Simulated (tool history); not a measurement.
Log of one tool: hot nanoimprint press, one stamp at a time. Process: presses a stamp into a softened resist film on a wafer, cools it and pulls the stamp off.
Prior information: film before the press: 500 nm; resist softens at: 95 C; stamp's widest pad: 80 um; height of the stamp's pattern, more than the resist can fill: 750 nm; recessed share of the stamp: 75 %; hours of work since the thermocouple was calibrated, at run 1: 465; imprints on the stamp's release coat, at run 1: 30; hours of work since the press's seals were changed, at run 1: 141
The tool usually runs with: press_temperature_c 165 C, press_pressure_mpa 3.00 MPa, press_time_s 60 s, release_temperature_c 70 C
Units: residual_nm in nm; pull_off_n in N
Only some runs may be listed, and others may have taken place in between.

| run | day | press_temperature_c | press_pressure_mpa | press_time_s | release_temperature_c | hours of work since the thermocouple was calibrated | imprints on the stamp's release coat | hours of work since the press's seals were changed | residual_nm | pull_off_n |
|---|---|---|---|---|---|---|---|---|---|---|
| 1 | 0.000 | 165 | 3.00 | 60 | 70 | 465 | 30 | 141 | 214.8 | 232 |
| 2 | 0.292 | 165 | 3.00 | 60 | 70 | 468 | 53 | 144 | 216.6 | 235 |
| 3 | 0.762 | 165 | 3.00 | 60 | 70 | 473 | 89 | 149 | 213.4 | 242 |
| 4 | 1.262 | 165 | 3.00 | 60 | 70 | 479 | 127 | 155 | 213.5 | 237 |
| 5 | 1.792 | 165 | 3.00 | 60 | 70 | 485 | 168 | 161 | 214.8 | 232 |
|  | 2.125 | plate thermocouple calibrated |
| 6 | 2.238 | 165 | 3.00 | 60 | 70 | 1 | 192 | 164 | 212.5 | 230 |
| 7 | 2.729 | 157 | 3.00 | 60 | 70 | 7 | 230 | 170 | 274.4 | 234 |
| 8 | 3.183 | 165 | 2.62 | 60 | 70 | 12 | 265 | 175 | 229.0 | 234 |
| 9 | 3.596 | 165 | 3.00 | 60 | 70 | 16 | 297 | 179 | 211.8 | 235 |
| 10 | 3.879 | 165 | 3.00 | 60 | 61 | 20 | 318 | 182 | 212.9 | 288 |
| 11 | 4.138 | 165 | 3.00 | 60 | 70 | 22 | 338 | 185 | 211.8 | 235 |
| 12 | 4.629 | 160 | 3.00 | 60 | 70 | 28 | 376 | 191 | 247.6 | 236 |
| 13 | 4.858 | 160 | 3.00 | 60 | 70 | 30 | 394 | 193 | 247.5 | 236 |
| 14 | 5.138 | 160 | 3.00 | 60 | 71 | 34 | 415 | 196 | 248.1 | 233 |
| 15 | 5.646 | 160 | 3.00 | 60 | 71 | 39 | 454 | 202 | 247.5 | 235 |
| 16 | 5.908 | 160 | 3.00 | 60 | 71 | 42 | 474 | 205 | 245.5 | 226 |
| 17 | 6.167 | 171 | 3.00 | 64 | 73 | 45 | 494 | 208 | 171.2 | 219 |
| 18 | 6.658 | 171 | 3.00 | 64 | 73 | 50 | 532 | 213 | 170.7 | 217 |
| 19 | 7.062 | 163 | 3.77 | 60 | 70 | 55 | 563 | 218 | 198.6 | 226 |
| 20 | 7.488 | 153 | 1.89 | 60 | 70 | 60 | 595 | 223 | 362.4 | 229 |
| 21 | 7.850 | 172 | 2.00 | 60 | 70 | 64 | 623 | 227 | 211.7 | 239 |
| 22 | 8.254 | 165 | 3.00 | 114 | 77 | 68 | 654 | 231 | 166.0 | 194 |
| 23 | 8.608 | 160 | 4.22 | 106 | 59 | 72 | 681 | 235 | 166.5 | 299 |
| 24 | 8.921 | 160 | 4.22 | 106 | 59 | 76 | 705 | 238 | 167.9 | 297 |
| 25 | 9.292 | 165 | 4.14 | 30 | 65 | 80 | 734 | 243 | 225.4 | 264 |
| 26 | 9.725 | 174 | 3.68 | 83 | 56 | 85 | 767 | 247 | 124.9 | 323 |
|  | 9.796 | gauge calibrated |
| 27 | 10.129 | 168 | 3.85 | 38 | 77 | 89 | 798 | 252 | 201.2 | 188 |
| 28 | 10.400 | 165 | 3.19 | 60 | 56 | 92 | 819 | 255 | 207.9 | 332 |
| 29 | 10.629 | 156 | 2.92 | 49 | 70 | 95 | 837 | 257 | 304.3 | 246 |
| 30 | 11.121 | 155 | 2.92 | 46 | 70 | 100 | 874 | 263 | 317.1 | 241 |
| 31 | 11.525 | 166 | 2.92 | 46 | 75 | 105 | 905 | 267 | 231.6 | 203 |

Predict each of these 3 candidate next runs independently; none follows another, all start after run 31:
| A | 11.908 | 166 | 3.00 | 60 | 61 | 109 | 934 | 272 | ? | ? |
| B | 11.908 | 165 | 3.36 | 60 | 70 | 109 | 934 | 272 | ? | ? |
| C | 11.908 | 160 | 4.79 | 60 | 70 | 109 | 934 | 272 | ? | ? |

| run | residual_nm | pull_off_n |
|---|---|---|
| A | 207.9 | 291 |
| B | 201.2 | 232 |
| C | 195.7 | 232 |
What these runs would have given with no unlogged condition in the tool:
| run | residual_nm | pull_off_n |
|---|---|---|
| A | 209.2 | 288 |
| B | 202.4 | 230 |
| C | 196.8 | 230 |
